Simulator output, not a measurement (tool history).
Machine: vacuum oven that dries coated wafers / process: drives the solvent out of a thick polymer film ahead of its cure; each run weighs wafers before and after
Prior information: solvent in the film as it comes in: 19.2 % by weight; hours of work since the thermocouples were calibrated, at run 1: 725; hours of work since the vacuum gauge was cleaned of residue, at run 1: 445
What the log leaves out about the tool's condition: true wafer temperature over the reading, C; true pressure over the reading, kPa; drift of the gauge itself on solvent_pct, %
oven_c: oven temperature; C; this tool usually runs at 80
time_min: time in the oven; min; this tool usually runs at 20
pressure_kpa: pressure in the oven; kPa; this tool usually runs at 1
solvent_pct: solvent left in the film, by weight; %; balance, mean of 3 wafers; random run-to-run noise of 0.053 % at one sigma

run	day	oven_c	time_min	pressure_kpa	hours of work since the thermocouples were calibrated	hours of work since the vacuum gauge was cleaned of residue	solvent_pct
1	0	80	20	1	725	445	1.7
2	0.7	80	20	1	732	452	1.64
3	1.425	80	20	1	740	459	1.71
4	2.096	80	20	1	746	465	1.67
5	2.958	83	20	1	755	474	1.34
6	3.912	83	20	1	764	483	1.34
7	5.021	80	20	1	775	494	1.75
8	5.829	80	20	1	783	502	1.7
9	6.346	80	20	1	789	508	1.76
10	7.225	80	20	1	797	516	1.72
11	7.825	71	20	1	803	522	3.46
12	8.879	71	20	1	814	533	3.49
13	9.992	71	20	2.01	825	544	4.22
14	10.533	71	20	2.01	830	549	4.07
15	11.271	71	20	2.01	837	557	4.21
16	11.983	93	18	1.28	845	564	0.63
17	12.812	93	21	1.28	853	572	0.53
18	13.338	79	22	2.01	858	577	2.12
19	13.871	79	22	2.01	863	582	2.21
20	14.554	79	22	2.01	870	589	2.19
21	15.042	79	22	0.89	875	594	1.53
22	16.133	79	22	0.89	886	605	1.53
23	16.738	91	22	0.89	892	611	0.57
24	17.688	70	34	1.06	901	620	1.78
25	18.662	70	34	1.06	911	630	1.79
26	19.2	88	14	2.06	916	635	2.14
27	19.704	88	14	2.06	921	640	1.99
28	20.862	88	14	2.06	933	652	1.94
29	21.846	88	14	2.06	943	662	2.08

Forecast each of these 4 alternatives for the next run:
A	22.925	72	26	1	953	672	?
B	22.925	88	10	0.52	953	672	?
C	22.925	81	24	3.38	953	672	?
D	22.925	88	14	2.31	953	672	?

run	solvent_pct
A	2.16
B	2.7
C	2.3
D	2.15
With the hidden condition removed and each run's random variation left untouched, the same runs would have given:
run	solvent_pct
A	2.15
B	2.69
C	2.29
D	2.14

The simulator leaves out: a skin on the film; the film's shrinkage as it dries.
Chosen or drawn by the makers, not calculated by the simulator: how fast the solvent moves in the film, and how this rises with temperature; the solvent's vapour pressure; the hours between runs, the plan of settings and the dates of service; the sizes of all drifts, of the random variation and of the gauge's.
